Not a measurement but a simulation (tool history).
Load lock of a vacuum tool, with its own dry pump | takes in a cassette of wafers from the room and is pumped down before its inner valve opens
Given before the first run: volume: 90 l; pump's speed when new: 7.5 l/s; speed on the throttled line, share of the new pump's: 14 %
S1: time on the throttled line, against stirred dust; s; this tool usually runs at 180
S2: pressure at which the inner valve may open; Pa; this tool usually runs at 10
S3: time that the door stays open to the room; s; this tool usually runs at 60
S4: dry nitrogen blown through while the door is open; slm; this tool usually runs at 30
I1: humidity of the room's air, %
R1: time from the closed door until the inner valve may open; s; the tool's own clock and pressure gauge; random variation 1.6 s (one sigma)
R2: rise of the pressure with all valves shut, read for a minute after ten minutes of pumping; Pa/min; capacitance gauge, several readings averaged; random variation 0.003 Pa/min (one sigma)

Run 1, hour 0.0: usual settings; I1 44.3. Result: R1 269.0 s, R2 0.189 Pa/min.
Run 2, hour 190.4: usual settings; I1 46.1. Result: R1 271.5 s, R2 0.202 Pa/min.
Run 3, hour 400.4: usual settings; I1 42.3. Result: R1 270.2 s, R2 0.208 Pa/min.
Run 4, hour 649.8: usual settings but S4 16 slm; I1 44.8. Result: R1 266.8 s, R2 0.217 Pa/min.
Run 5, hour 833.8: usual settings but S4 20 slm; I1 43.1. Result: R1 268.4 s, R2 0.233 Pa/min.
Run 6, hour 1091.7: usual settings but S4 20 slm; I1 47.0. Result: R1 267.2 s, R2 0.250 Pa/min.
Run 7, hour 1339.8: usual settings; I1 46.6. Result: R1 270.2 s, R2 0.261 Pa/min.
Run 8, hour 1627.4: usual settings but S1 94 s; I1 41.1. Result: R1 195.2 s, R2 0.282 Pa/min.
Run 9, hour 1840.3: usual settings but S1 94 s; I1 42.3. Result: R1 197.1 s, R2 0.294 Pa/min.
Run 10, hour 2067.5: usual settings but S1 94 s; I1 45.5. Result: R1 198.8 s, R2 0.310 Pa/min.
Run 11, hour 2219.2: usual settings but S1 91 s; I1 44.2. Result: R1 192.6 s, R2 0.317 Pa/min.
Run 12, hour 2338.4: usual settings; I1 45.6. Result: R1 270.6 s, R2 0.327 Pa/min.
Run 13, hour 2471.5: usual settings; I1 42.1. Result: R1 269.2 s, R2 0.332 Pa/min.
Run 14, hour 2613.9: usual settings; I1 44.8. Result: R1 271.6 s, R2 0.350 Pa/min.
Run 15, hour 2831.7: usual settings; I1 45.9. Result: R1 271.2 s, R2 0.362 Pa/min.
Run 16, hour 2957.9: usual settings; I1 47.2. Result: R1 271.2 s, R2 0.371 Pa/min.
Run 17, hour 3157.5: usual settings but S4 5 slm; I1 46.4. Result: R1 273.5 s, R2 0.398 Pa/min.
Run 18, hour 3394.5: usual settings; I1 47.0. Result: R1 272.3 s, R2 0.401 Pa/min.
Run 19, hour 3522.8: usual settings but S2 11 Pa, S3 31 s; I1 43.9. Result: R1 269.5 s, R2 0.406 Pa/min.
Run 20, hour 3783.9: usual settings but S1 322 s, S2 11 Pa, S3 33 s; I1 50.5. Result: R1 394.9 s, R2 0.425 Pa/min.
Run 21, hour 3981.8: usual settings but S1 128 s, S2 9 Pa, S3 33 s, S4 7 slm; I1 42.3. Result: R1 231.4 s, R2 0.452 Pa/min.
Run 22, hour 4118.6: usual settings but S1 97 s, S2 14 Pa, S3 236 s, S4 5 slm; I1 45.8. Result: R1 200.8 s, R2 0.503 Pa/min.
Run 23, hour 4299.4: usual settings but S1 97 s, S2 11 Pa, S3 117 s, S4 5 slm; I1 45.8. Result: R1 206.4 s, R2 0.495 Pa/min.
Run 24, hour 4565.3: usual settings but S1 97 s, S2 11 Pa, S3 117 s, S4 5 slm; I1 43.3. Result: R1 202.3 s, R2 0.520 Pa/min.
Run 25, hour 4722.9: usual settings but S1 97 s, S2 11 Pa, S3 117 s, S4 5 slm; I1 44.5. Result: R1 204.5 s, R2 0.546 Pa/min.
Run 26, hour 4860.6: usual settings but S1 350 s, S4 9 slm; I1 44.1. Result: R1 421.1 s, R2 0.524 Pa/min.
Run 27, hour 5097.9: usual settings but S1 116 s, S2 13 Pa, S4 9 slm; I1 46.6. Result: R1 215.2 s, R2 0.547 Pa/min.
Run 28, hour 5378.0: usual settings but S1 129 s, S2 8 Pa, S3 108 s, S4 8 slm; I1 42.0. Result: R1 234.2 s, R2 0.582 Pa/min.
Run 29, hour 5589.4: usual settings but S1 299 s; I1 43.5. Result: R1 376.0 s, R2 0.591 Pa/min.
Run 30, hour 5825.7: usual settings but S1 299 s; I1 44.9. Result: R1 372.1 s, R2 0.610 Pa/min.
Run 31, hour 5958.6: usual settings but S1 308 s, S4 32 slm; I1 48.7. Result: R1 384.1 s, R2 0.608 Pa/min.
Run 32, hour 6132.3: usual settings but S1 103 s, S2 8 Pa, S3 203 s; I1 45.9. Result: R1 212.4 s, R2 0.658 Pa/min.
Run 33, hour 6359.3: usual settings but S1 290 s, S2 19 Pa, S3 211 s, S4 31 slm; I1 44.6. Result: R1 362.6 s, R2 0.657 Pa/min.
At hour 6524.9: door's seal changed, seat wiped.
Run 34, hour 6635.8: usual settings but S1 290 s, S2 14 Pa, S3 211 s, S4 35 slm; I1 43.4. Result: R1 364.3 s, R2 0.021 Pa/min.
Run 35, hour 6764.8: usual settings but S3 58 s, S4 17 slm; I1 45.0. Result: R1 278.0 s, R2 0.018 Pa/min.
Run 36, hour 7024.5: usual settings but S2 18 Pa, S3 27 s; I1 41.3. Result: R1 271.0 s, R2 0.016 Pa/min.

Predict each of these 3 candidate next runs independently; none follows another, all start after run 36:
Run A, hour 7272.7: usual settings but S1 179 s, S2 18 Pa, S3 50 s; I1 44.7. Result: R1 ?, R2 ?.
Run B, hour 7272.7: usual settings but S1 342 s, S3 37 s, S4 14 slm; I1 42.6. Result: R1 ?, R2 ?.
Run C, hour 7272.7: usual settings but S4 24 slm; I1 42.5. Result: R1 ?, R2 ?.

run     R1     R2
  A  266.1  0.027
  B  412.3  0.024
  C  278.2  0.024
Had the tool no hidden state, the same runs would have come out as:
run     R1     R2
  A  255.4  0.012
  B  403.4  0.008
  C  266.4  0.009

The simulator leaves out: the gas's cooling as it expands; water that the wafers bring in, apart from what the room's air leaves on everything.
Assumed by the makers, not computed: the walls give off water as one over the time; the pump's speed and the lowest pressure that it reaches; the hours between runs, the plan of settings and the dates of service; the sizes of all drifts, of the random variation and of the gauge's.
